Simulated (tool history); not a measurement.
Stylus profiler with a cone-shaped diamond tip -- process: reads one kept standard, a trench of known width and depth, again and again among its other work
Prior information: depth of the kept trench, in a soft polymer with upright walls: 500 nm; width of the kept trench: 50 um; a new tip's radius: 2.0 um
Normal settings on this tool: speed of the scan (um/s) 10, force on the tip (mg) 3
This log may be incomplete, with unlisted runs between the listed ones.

run   hour  speed of the scan (um/s)  force on the tip (mg)  depth of the trench (angstrom)  width of the trench's floor (µm)
  1      0                        10                      3                            5059                             47.05
  2   11.1                        10                      3                          5058.9                             47.11
  3   24.7                        10                      3                          5061.1                             47.06
  4   35.7                        10                      3                          5061.1                             47.01
  5   52.6                        10                      3                          5061.1                                47
  6   60.9                        10                      3                          5057.6                                47
  7   72.5                         7                   1.36                          5038.8                             46.98
  8   87.8                         4                    6.9                            5098                             47.06
  9  104.7                         4                    6.9                          5099.9                             47.07
 10  113.8                         4                    6.9                          5102.7                             47.03
 11  127.5                         4                   4.36                          5077.5                             47.05
 12  135.8                        24                   2.66                          5055.3                             46.89

Alternative continuations, all from the tool just after run 12; predict every row:
  A  149.7                         7                   8.22                               ?                                 ?
  B  149.7                         8                   1.71                               ?                                 ?
  C  149.7                         2                   4.55                               ?                                 ?
  D  149.7                        13                   1.67                               ?                                 ?
  E  149.7                        24                   1.35                               ?                                 ?

run  depth of the trench (angstrom)  width of the trench's floor (µm)
  A                          5114.6                             47.02
  B                          5045.1                                47
  C                          5080.9                             47.04
  D                          5043.3                             46.92
  E                          5036.8                             46.85
With no hidden state in the tool, these same runs would have given:
run  depth of the trench (angstrom)  width of the trench's floor (µm)
  A                          5107.4                             47.35
  B                            5038                             47.32
  C                          5073.7                             47.36
  D                          5036.2                             47.25
  E                          5029.7                             47.17
